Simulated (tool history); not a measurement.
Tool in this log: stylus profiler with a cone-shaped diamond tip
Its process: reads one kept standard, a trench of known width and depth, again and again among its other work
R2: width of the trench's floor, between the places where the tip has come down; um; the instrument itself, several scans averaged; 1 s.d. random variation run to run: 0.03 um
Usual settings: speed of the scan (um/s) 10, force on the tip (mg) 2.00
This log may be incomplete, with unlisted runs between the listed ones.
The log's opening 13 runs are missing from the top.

{"run": 14, "hour": 528.5, "speed of the scan (um/s)": 10, "force on the tip (mg)": 1.11, "depth of the trench (Å)": 1001.5, "R2": 27.95}
{"run": 15, "hour": 587.4, "speed of the scan (um/s)": 10, "force on the tip (mg)": 2.0, "depth of the trench (Å)": 1004.2, "R2": 27.96}
{"run": 16, "hour": 623.5, "speed of the scan (um/s)": 10, "force on the tip (mg)": 2.0, "depth of the trench (Å)": 1004.1, "R2": 28.0}
{"run": 17, "hour": 657.0, "speed of the scan (um/s)": 10, "force on the tip (mg)": 2.0, "depth of the trench (Å)": 1003.4, "R2": 27.98}
{"run": 18, "hour": 691.5, "speed of the scan (um/s)": 6, "force on the tip (mg)": 2.57, "depth of the trench (Å)": 1004.9, "R2": 27.98}
{"run": 19, "hour": 738.8, "speed of the scan (um/s)": 10, "force on the tip (mg)": 1.9, "depth of the trench (Å)": 1002.4, "R2": 27.97}
{"run": 20, "hour": 793.2, "speed of the scan (um/s)": 10, "force on the tip (mg)": 0.97, "depth of the trench (Å)": 1000.8, "R2": 27.88}
{"run": 21, "hour": 828.3, "speed of the scan (um/s)": 10, "force on the tip (mg)": 0.72, "depth of the trench (Å)": 1000.2, "R2": 27.86}
{"run": 22, "hour": 869.2, "speed of the scan (um/s)": 22, "force on the tip (mg)": 1.85, "depth of the trench (Å)": 1003.2, "R2": 27.86}
{"run": 23, "hour": 926.8, "speed of the scan (um/s)": 15, "force on the tip (mg)": 1.85, "depth of the trench (Å)": 1002.7, "R2": 27.86}
{"run": 24, "hour": 978.8, "speed of the scan (um/s)": 3, "force on the tip (mg)": 3.79, "depth of the trench (Å)": 1007.2, "R2": 27.95}
{"run": 25, "hour": 1034.7, "speed of the scan (um/s)": 10, "force on the tip (mg)": 0.69, "depth of the trench (Å)": 999.3, "R2": 27.84}
{"run": 26, "hour": 1090.9, "speed of the scan (um/s)": 10, "force on the tip (mg)": 0.69, "depth of the trench (Å)": 999.3, "R2": 27.83}
{"run": 27, "hour": 1140.4, "speed of the scan (um/s)": 6, "force on the tip (mg)": 3.59, "depth of the trench (Å)": 1004.9, "R2": 27.9}
{"hour": 1148.5, "done": "new tip fitted, height scale calibrated"}
{"run": 28, "hour": 1194.8, "speed of the scan (um/s)": 8, "force on the tip (mg)": 0.73, "depth of the trench (Å)": 1002.5, "R2": 28.66}
{"run": 29, "hour": 1231.2, "speed of the scan (um/s)": 10, "force on the tip (mg)": 1.58, "depth of the trench (Å)": 1004.8, "R2": 28.62}
{"run": 30, "hour": 1296.5, "speed of the scan (um/s)": 10, "force on the tip (mg)": 1.58, "depth of the trench (Å)": 1004.6, "R2": 28.61}
{"run": 31, "hour": 1356.8, "speed of the scan (um/s)": 10, "force on the tip (mg)": 1.58, "depth of the trench (Å)": 1004.5, "R2": 28.61}

4 ways to go on from here, each from the tool as it stands after run 31. What would each give?
{"run": "A", "hour": 1402.8, "speed of the scan (um/s)": 21, "force on the tip (mg)": 2.0, "depth of the trench (Å)": "?", "R2": "?"}
{"run": "B", "hour": 1402.8, "speed of the scan (um/s)": 26, "force on the tip (mg)": 4.54, "depth of the trench (Å)": "?", "R2": "?"}
{"run": "C", "hour": 1402.8, "speed of the scan (um/s)": 32, "force on the tip (mg)": 1.58, "depth of the trench (Å)": "?", "R2": "?"}
{"run": "D", "hour": 1402.8, "speed of the scan (um/s)": 9, "force on the tip (mg)": 2.0, "depth of the trench (Å)": "?", "R2": "?"}

run=A depth_of_the_trench_(Å)=1006.0 R2=28.58
run=B depth_of_the_trench_(Å)=1012.0 R2=28.62
run=C depth_of_the_trench_(Å)=1004.5 R2=28.50
run=D depth_of_the_trench_(Å)=1006.6 R2=28.57
Stripped of hidden state, with their random variation kept, the same runs would have yielded:
run=A depth_of_the_trench_(Å)=1007.1 R2=28.71
run=B depth_of_the_trench_(Å)=1013.0 R2=28.74
run=C depth_of_the_trench_(Å)=1005.5 R2=28.63
run=D depth_of_the_trench_(Å)=1007.6 R2=28.69

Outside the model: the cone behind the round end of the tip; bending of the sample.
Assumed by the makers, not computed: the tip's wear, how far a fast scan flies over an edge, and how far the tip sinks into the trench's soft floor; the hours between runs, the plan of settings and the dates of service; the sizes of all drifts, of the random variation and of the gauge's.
